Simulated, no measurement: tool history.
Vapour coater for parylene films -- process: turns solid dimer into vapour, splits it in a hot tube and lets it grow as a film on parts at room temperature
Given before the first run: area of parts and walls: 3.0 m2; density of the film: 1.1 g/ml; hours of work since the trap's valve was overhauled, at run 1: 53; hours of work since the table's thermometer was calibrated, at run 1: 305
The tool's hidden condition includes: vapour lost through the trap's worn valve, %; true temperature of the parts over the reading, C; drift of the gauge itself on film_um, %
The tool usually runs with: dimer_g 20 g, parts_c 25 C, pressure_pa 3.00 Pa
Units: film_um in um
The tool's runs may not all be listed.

run   hour  dimer_g  parts_c  pressure_pa  hours of work since the trap's valve was overhauled  hours of work since the table's thermometer was calibrated  film_um
  1    0.0       20       25         3.00                                                   53                                                         305     3.91
  2   21.7       20       25         3.00                                                   71                                                         323     3.91
  3   33.0       20       25        11.91                                                   81                                                         333     3.13
  4   56.4       13       25        11.91                                                  101                                                         353     2.01
  5   71.9       20       19         3.00                                                  115                                                         366     4.39
  6   93.1       20       19         3.00                                                  133                                                         385     4.33
  7  106.5       20       19         3.00                                                  144                                                         396     4.30
  8  129.2       20       19         3.00                                                  164                                                         416     4.32
  9  152.5       20       19         3.00                                                  184                                                         436     4.31
 10  165.1       20       19         3.00                                                  195                                                         447     4.25
 11  177.5       20       19         3.00                                                  205                                                         457     4.26
 12  198.7       18       25         3.00                                                  224                                                         475     3.38
 13  216.8       20       33         3.00                                                  239                                                         491     3.19
 14  231.2       20       25         3.00                                                  252                                                         503     3.77
 15  244.3       20       25         5.11                                                  263                                                         515     3.41
 16  256.5       20       18         3.00                                                  273                                                         525     4.30
 17  269.7       20       18         3.00                                                  285                                                         536     4.26
 18  287.5       20       18         3.00                                                  300                                                         552     4.29
 19  308.4       20       22         3.00                                                  318                                                         570     3.92
 20  327.9       20       22         3.00                                                  335                                                         587     3.92
 21  347.3       20       19         3.00                                                  351                                                         603     4.13
 22  359.4       20       19         3.00                                                  362                                                         614     4.14
 23  378.5       20       25        10.11                                                  378                                                         630     3.00
 24  391.1       19       29         6.34                                                  389                                                         641     2.78
 25  402.4        9       25        10.43                                                  399                                                         651     1.35
 26  428.8       11       26        11.30                                                  422                                                         673     1.57
 27  451.5       24       25         3.00                                                  441                                                         693     4.29
 28  468.8       20       23         3.00                                                  456                                                         708     3.76
 29  489.9       11       17         2.06                                                  474                                                         726     2.47
 30  507.0       12       25         2.39                                                  489                                                         740     2.21
 31  531.3       14       29         3.14                                                  510                                                         761     2.27
 32  547.0       20       25         9.30                                                  523                                                         775     2.92
     557.8  -- trap's valve overhauled
 33  570.5       20       25         9.30                                                   11                                                         792     3.31
 34  591.1       20       25         3.26                                                   29                                                         809     3.87
 35  615.0       20       25         3.26                                                   49                                                         830     3.91
 36  630.4       23       34         2.11                                                   62                                                         843     4.00
 37  646.9        9       34         9.28                                                   77                                                         857     1.22
 38  665.6        9       34         9.28                                                   93                                                         874     1.20
 39  677.0        9       22         4.22                                                  102                                                         883     1.76
 40  693.4        9       22         4.22                                                  117                                                         897     1.76
 41  708.2        9       22         4.22                                                  129                                                         910     1.73
 42  727.6        9       20         2.19                                                  146                                                         927     2.00
 43  739.2        9       20         2.73                                                  156                                                         937     1.96
 44  760.7        9       20         2.73                                                  174                                                         955     1.94
 45  776.3       25       29         2.42                                                  188                                                         969     4.59
 46  792.4       14       21         3.44                                                  202                                                         982     2.83

Here are 3 independent what-if runs from the current tool condition. What would each one return?
  A  809.3       31       25         3.00                                                  216                                                         997        ?
  B  809.3       14       29         3.44                                                  216                                                         997        ?
  C  809.3       28       25         3.00                                                  216                                                         997        ?

run  film_um
  A     5.87
  B     2.41
  C     5.37
Stripped of hidden state, with their random variation kept, the same runs would have yielded:
run  film_um
  A     6.09
  B     2.50
  C     5.57
